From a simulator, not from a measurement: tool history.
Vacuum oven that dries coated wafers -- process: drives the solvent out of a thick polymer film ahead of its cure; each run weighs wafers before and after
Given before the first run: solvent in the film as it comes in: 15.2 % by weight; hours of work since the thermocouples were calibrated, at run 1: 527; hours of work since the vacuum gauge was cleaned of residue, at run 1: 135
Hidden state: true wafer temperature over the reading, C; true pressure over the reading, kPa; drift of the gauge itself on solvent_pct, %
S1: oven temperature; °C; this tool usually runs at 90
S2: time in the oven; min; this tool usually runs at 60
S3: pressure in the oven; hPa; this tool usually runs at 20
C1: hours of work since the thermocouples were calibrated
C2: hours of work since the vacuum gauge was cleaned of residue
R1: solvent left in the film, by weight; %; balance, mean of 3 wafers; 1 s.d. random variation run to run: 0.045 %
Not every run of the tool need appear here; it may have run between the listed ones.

run	hour	S1	S2	S3	C1	C2	R1
1	0	90	60	20	527	135	2.34
2	47.5	90	60	20	563	171	2.4
3	85.8	90	60	20	592	199	2.33
4	124.9	77	60	20	621	229	6.03
5	154.5	77	60	20	643	251	6.02
6	176.4	96	60	20	660	268	1.34
7	218.2	96	60	20	691	299	1.35
8	244.4	96	60	20	711	319	1.4
9	281.4	96	60	20	739	347	1.28
10	323.5	96	60	20	771	378	1.42
# hour 352.5: oven's thermocouples calibrated
11	355.2	96	60	20	2	401	1.26
12	378.7	90	59	20	20	419	2.45
13	414.2	85	59	20	46	445	3.6
14	442.3	85	59	20	68	466	3.64
15	480.8	93	33	28.4	97	495	4.04
16	519.6	86	51	76.3	126	525	6.19
17	540.9	79	84	76.3	142	541	6.88
18	586.4	79	84	76.3	176	575	7.07
19	630.3	80	43	21.7	209	608	6.46
20	667.6	90	104	60.2	237	636	2.87
21	701.6	90	33	30.2	263	662	5.04
22	721.6	90	39	20	278	677	4.12
23	750.5	90	39	20	300	698	3.98
24	774.1	85	60	68.5	317	716	5.66
25	812.5	90	60	74.3	346	745	4.48
26	844.1	90	60	74.3	370	769	4.51
27	869.6	101	53	40.8	389	788	1.62

Consider 3 possible next runs. They are alternatives, not a sequence: every one starts from the tool as it was left by run 27. What does each give?
A	908.7	90	55	20	419	818	?
B	908.7	78	46	20	419	818	?
C	908.7	88	53	20	419	818	?

run	R1
A	2.74
B	6.99
C	3.4
Without the tool's hidden state the same runs would have given:
run	R1
A	2.42
B	6.6
C	3.05

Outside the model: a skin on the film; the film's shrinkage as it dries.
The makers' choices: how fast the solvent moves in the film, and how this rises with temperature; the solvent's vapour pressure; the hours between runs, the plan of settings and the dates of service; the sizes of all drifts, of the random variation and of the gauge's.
